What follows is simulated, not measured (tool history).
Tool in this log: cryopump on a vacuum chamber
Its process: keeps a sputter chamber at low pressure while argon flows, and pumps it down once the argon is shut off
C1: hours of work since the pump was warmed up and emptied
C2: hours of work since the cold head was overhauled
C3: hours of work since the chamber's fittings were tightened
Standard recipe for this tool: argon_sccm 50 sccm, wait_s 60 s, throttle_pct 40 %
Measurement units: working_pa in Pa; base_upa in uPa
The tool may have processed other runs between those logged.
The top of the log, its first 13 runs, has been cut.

Run 14, hour 462.4: usual settings; C1 645; C2 645; C3 1828. Result: working_pa 0.0911 Pa, base_upa 1.73 uPa.
Run 15, hour 502.3: usual settings; C1 664; C2 664; C3 1847. Result: working_pa 0.0913 Pa, base_upa 1.72 uPa.
Run 16, hour 550.0: usual settings; C1 687; C2 687; C3 1870. Result: working_pa 0.0934 Pa, base_upa 1.76 uPa.
Run 17, hour 585.6: usual settings but throttle_pct 21 %; C1 705; C2 705; C3 1888. Result: working_pa 0.1696 Pa, base_upa 1.79 uPa.
Run 18, hour 619.2: usual settings but argon_sccm 34 sccm, throttle_pct 21 %; C1 721; C2 721; C3 1904. Result: working_pa 0.1144 Pa, base_upa 1.83 uPa.
Run 19, hour 674.7: usual settings but throttle_pct 33 %; C1 748; C2 748; C3 1931. Result: working_pa 0.1108 Pa, base_upa 1.83 uPa.
Run 20, hour 710.1: usual settings but argon_sccm 91 sccm, wait_s 132 s, throttle_pct 20 %; C1 765; C2 765; C3 1948. Result: working_pa 0.3238 Pa, base_upa 1.57 uPa.
Run 21, hour 749.9: usual settings but argon_sccm 91 sccm, wait_s 132 s, throttle_pct 20 %; C1 785; C2 785; C3 1968. Result: working_pa 0.3266 Pa, base_upa 1.54 uPa.
Run 22, hour 776.7: usual settings but argon_sccm 25 sccm, wait_s 78 s, throttle_pct 35 %; C1 798; C2 798; C3 1981. Result: working_pa 0.0529 Pa, base_upa 1.73 uPa.
Run 23, hour 800.8: usual settings but argon_sccm 25 sccm, wait_s 78 s, throttle_pct 35 %; C1 810; C2 810; C3 1993. Result: working_pa 0.0525 Pa, base_upa 1.73 uPa.
Run 24, hour 825.2: usual settings but argon_sccm 77 sccm, throttle_pct 19 %; C1 822; C2 822; C3 2004. Result: working_pa 0.2908 Pa, base_upa 1.85 uPa.

Run 25 comes next. What will it give?
Run 25, hour 857.5: usual settings but argon_sccm 53 sccm, wait_s 25 s, throttle_pct 27 %; C1 837; C2 837; C3 2020. Result: working_pa ?, base_upa ?.

{"run 25": {"working_pa": 0.1421, "base_upa": 2.66}}
Take away the tool's hidden state, keep the run-to-run variation as it was, and the same run would have given working_pa 0.1332 Pa, base_upa 1.42 uPa.
